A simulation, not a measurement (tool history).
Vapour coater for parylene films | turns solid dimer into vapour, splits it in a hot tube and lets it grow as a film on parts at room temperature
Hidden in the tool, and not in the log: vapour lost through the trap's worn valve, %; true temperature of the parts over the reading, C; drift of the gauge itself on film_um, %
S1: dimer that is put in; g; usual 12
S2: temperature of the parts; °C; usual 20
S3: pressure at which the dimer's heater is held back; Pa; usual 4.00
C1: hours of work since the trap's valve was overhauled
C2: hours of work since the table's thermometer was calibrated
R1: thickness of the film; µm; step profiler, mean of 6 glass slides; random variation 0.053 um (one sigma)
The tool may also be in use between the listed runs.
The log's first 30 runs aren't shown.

Run 31, hour 1108.5: usual settings but S1 11 g, S2 19 °C, S3 2.66 Pa; C1 246; C2 321. Result: R1 5.97 µm.
Run 32, hour 1157.0: usual settings but S1 11 g, S2 19 °C, S3 2.66 Pa; C1 289; C2 364. Result: R1 5.93 µm.
Run 33, hour 1181.2: usual settings but S1 11 g, S2 19 °C, S3 2.66 Pa; C1 311; C2 386. Result: R1 5.87 µm.
Run 34, hour 1203.7: usual settings but S1 11 g, S2 19 °C, S3 2.66 Pa; C1 331; C2 406. Result: R1 5.88 µm.
Run 35, hour 1226.1: usual settings but S2 28 °C; C1 351; C2 426. Result: R1 4.13 µm.
Run 36, hour 1259.5: usual settings but S1 17 g, S2 28 °C, S3 2.50 Pa; C1 380; C2 455. Result: R1 6.13 µm.
Run 37, hour 1312.4: usual settings but S1 7 g, S2 16 °C, S3 2.24 Pa; C1 427; C2 502. Result: R1 4.27 µm.
At hour 1343.3: trap's valve overhauled.
Run 38, hour 1350.2: usual settings but S1 9 g, S3 9.18 Pa; C1 6; C2 532. Result: R1 4.07 µm.
Run 39, hour 1389.6: usual settings but S1 13 g, S2 14 °C, S3 2.71 Pa; C1 41; C2 567. Result: R1 9.08 µm.
Run 40, hour 1419.9: usual settings but S1 13 g, S2 14 °C, S3 2.71 Pa; C1 68; C2 594. Result: R1 9.18 µm.
Run 41, hour 1458.5: usual settings but S3 2.39 Pa; C1 102; C2 629. Result: R1 6.58 µm.
Run 42, hour 1490.3: usual settings but S1 15 g, S2 31 °C, S3 2.39 Pa; C1 131; C2 657. Result: R1 5.11 µm.
Run 43, hour 1520.8: usual settings but S1 15 g, S2 31 °C, S3 2.39 Pa; C1 158; C2 684. Result: R1 5.14 µm.
Run 44, hour 1555.0: usual settings but S1 15 g, S2 31 °C, S3 2.39 Pa; C1 188; C2 714. Result: R1 5.14 µm.
Run 45, hour 1586.5: usual settings but S1 15 g, S2 31 °C, S3 2.39 Pa; C1 216; C2 742. Result: R1 5.14 µm.
Run 46, hour 1629.6: usual settings but S2 18 °C, S3 6.88 Pa; C1 254; C2 780. Result: R1 5.86 µm.
Run 47, hour 1672.7: usual settings but S1 19 g, S2 23 °C; C1 292; C2 819. Result: R1 8.28 µm.

3 ways to go on from here, each from the tool as it stands after run 47. What would each give?
Run A, hour 1704.2: usual settings but S1 11 g, S2 28 °C, S3 7.74 Pa; C1 320; C2 847. Result: R1 ?.
Run B, hour 1704.2: usual settings but S1 18 g, S2 23 °C, S3 4.26 Pa; C1 320; C2 847. Result: R1 ?.
Run C, hour 1704.2: usual settings but S1 6 g, S2 15 °C, S3 10.85 Pa; C1 320; C2 847. Result: R1 ?.

run    R1
  A  3.43
  B  7.71
  C  3.08
Without the tool's hidden state the same runs would have given:
run    R1
  A  3.62
  B  8.14
  C  3.25
